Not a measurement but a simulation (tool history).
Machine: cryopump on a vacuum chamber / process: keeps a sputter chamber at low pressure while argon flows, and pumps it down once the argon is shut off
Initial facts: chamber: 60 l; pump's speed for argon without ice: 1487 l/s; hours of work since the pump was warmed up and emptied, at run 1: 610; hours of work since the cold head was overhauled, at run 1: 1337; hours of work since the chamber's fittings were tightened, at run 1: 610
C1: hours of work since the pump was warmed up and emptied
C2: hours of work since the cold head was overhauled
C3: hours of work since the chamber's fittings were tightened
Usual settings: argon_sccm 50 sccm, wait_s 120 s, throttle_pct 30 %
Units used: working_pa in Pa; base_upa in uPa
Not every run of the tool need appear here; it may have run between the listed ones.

Run 1, hour 0: usual settings; C1 610; C2 1337; C3 610. Result: working_pa 0.2087 Pa, base_upa 2.11 uPa.
Run 2, hour 74.7: usual settings but wait_s 56 s; C1 670; C2 1397; C3 670. Result: working_pa 0.2112 Pa, base_upa 3.18 uPa.
At hour 95.8: pump warmed up, emptied and cooled again.
Run 3, hour 146.6: usual settings; C1 41; C2 1451; C3 724. Result: working_pa 0.1924 Pa, base_upa 1.99 uPa.
Run 4, hour 232: usual settings; C1 110; C2 1520; C3 792. Result: working_pa 0.1927 Pa, base_upa 2.07 uPa.
Run 5, hour 313.7: usual settings; C1 175; C2 1586; C3 858. Result: working_pa 0.1966 Pa, base_upa 2.29 uPa.
Run 6, hour 394.8: usual settings but wait_s 25 s; C1 241; C2 1651; C3 924. Result: working_pa 0.1964 Pa, base_upa 5.39 uPa.
Run 7, hour 492.7: usual settings; C1 320; C2 1730; C3 1002. Result: working_pa 0.2001 Pa, base_upa 2.5 uPa.
Run 8, hour 585.2: usual settings; C1 394; C2 1804; C3 1077. Result: working_pa 0.2012 Pa, base_upa 2.73 uPa.
Run 9, hour 659.3: usual settings; C1 454; C2 1864; C3 1137. Result: working_pa 0.2042 Pa, base_upa 2.86 uPa.
At hour 736.8: leaking fittings of the chamber tightened, without venting.
Run 10, hour 781.7: usual settings; C1 551; C2 1961; C3 36. Result: working_pa 0.2088 Pa, base_upa 1.1 uPa.
Run 11, hour 890.5: usual settings; C1 638; C2 2049; C3 124. Result: working_pa 0.213 Pa, base_upa 1.32 uPa.
At hour 946.6: pump warmed up, emptied and cooled again.
Run 12, hour 1017.8: usual settings; C1 57; C2 2147; C3 222. Result: working_pa 0.1932 Pa, base_upa 1.38 uPa.
Run 13, hour 1115.6: usual settings; C1 136; C2 2226; C3 301. Result: working_pa 0.1935 Pa, base_upa 1.44 uPa.
Run 14, hour 1189.5: usual settings; C1 196; C2 2285; C3 361. Result: working_pa 0.1951 Pa, base_upa 1.56 uPa.
Run 15, hour 1290.3: usual settings but argon_sccm 84 sccm; C1 277; C2 2367; C3 442. Result: working_pa 0.3331 Pa, base_upa 1.7 uPa.
Run 16, hour 1398.4: usual settings but argon_sccm 84 sccm; C1 364; C2 2454; C3 529. Result: working_pa 0.3363 Pa, base_upa 1.89 uPa.
Run 17, hour 1521.2: usual settings but argon_sccm 84 sccm; C1 463; C2 2553; C3 628. Result: working_pa 0.3461 Pa, base_upa 2.1 uPa.
Run 18, hour 1604.2: usual settings but argon_sccm 93 sccm, throttle_pct 16 %; C1 530; C2 2619; C3 695. Result: working_pa 0.6928 Pa, base_upa 2.32 uPa.
Run 19, hour 1699.5: usual settings but wait_s 95 s; C1 606; C2 2696; C3 771. Result: working_pa 0.2122 Pa, base_upa 2.72 uPa.
At hour 1797.8: pump warmed up, emptied and cooled again.
Run 20, hour 1805.7: usual settings but throttle_pct 27 %; C1 6; C2 2778; C3 853. Result: working_pa 0.2118 Pa, base_upa 2.1 uPa.
Run 21, hour 1896.2: usual settings but argon_sccm 24 sccm; C1 79; C2 2851; C3 926. Result: working_pa 0.0929 Pa, base_upa 2.25 uPa.
Run 22, hour 1950.2: usual settings but argon_sccm 24 sccm; C1 123; C2 2894; C3 969. Result: working_pa 0.0938 Pa, base_upa 2.4 uPa.
Run 23, hour 2018.2: usual settings but argon_sccm 24 sccm, throttle_pct 29 %; C1 178; C2 2949; C3 1024. Result: working_pa 0.0976 Pa, base_upa 2.47 uPa.
Run 24, hour 2113.7: usual settings but argon_sccm 71 sccm, throttle_pct 17 %; C1 254; C2 3026; C3 1101. Result: working_pa 0.4822 Pa, base_upa 2.66 uPa.
Run 25, hour 2204.5: usual settings but argon_sccm 71 sccm, throttle_pct 17 %; C1 328; C2 3099; C3 1174. Result: working_pa 0.4915 Pa, base_upa 2.83 uPa.
At hour 2240.6: leaking fittings of the chamber tightened, without venting.
Run 26, hour 2316.7: usual settings but argon_sccm 46 sccm, wait_s 30 s, throttle_pct 28 %; C1 416; C2 3188; C3 61. Result: working_pa 0.1993 Pa, base_upa 3.51 uPa.
Run 27, hour 2382.1: usual settings but argon_sccm 46 sccm, wait_s 30 s, throttle_pct 28 %; C1 469; C2 3240; C3 114. Result: working_pa 0.2026 Pa, base_upa 3.69 uPa.
Run 28, hour 2463.2: usual settings but argon_sccm 65 sccm, wait_s 37 s, throttle_pct 15 %; C1 534; C2 3306; C3 179. Result: working_pa 0.5176 Pa, base_upa 3.26 uPa.
Run 29, hour 2573.8: usual settings but argon_sccm 54 sccm, wait_s 197 s, throttle_pct 51 %; C1 623; C2 3395; C3 268. Result: working_pa 0.1454 Pa, base_upa 1.26 uPa.

Below are 3 alternative next runs, each starting from the tool's condition after run 29. Predict each:
At hour 2650.9: pump warmed up, emptied and cooled again.
Run A, hour 2678: usual settings but argon_sccm 74 sccm, wait_s 42 s, throttle_pct 16 %; C1 22; C2 3475; C3 348. Result: working_pa ?, base_upa ?.
At hour 2650.9: pump warmed up, emptied and cooled again.
Run B, hour 2678: usual settings but argon_sccm 22 sccm, wait_s 70 s; C1 22; C2 3475; C3 348. Result: working_pa ?, base_upa ?.
At hour 2650.9: pump warmed up, emptied and cooled again.
Run C, hour 2678: usual settings but argon_sccm 60 sccm, wait_s 136 s, throttle_pct 23 %; C1 22; C2 3475; C3 348. Result: working_pa ?, base_upa ?.

run  working_pa  base_upa
  A      0.5278      3.07
  B      0.0841      2.12
  C      0.2993      1.42
Take away the tool's hidden state, keep each run's random variation, and the runs would have read:
run  working_pa  base_upa
  A      0.5241      2.55
  B      0.0829      1.61
  C      0.2962      0.92
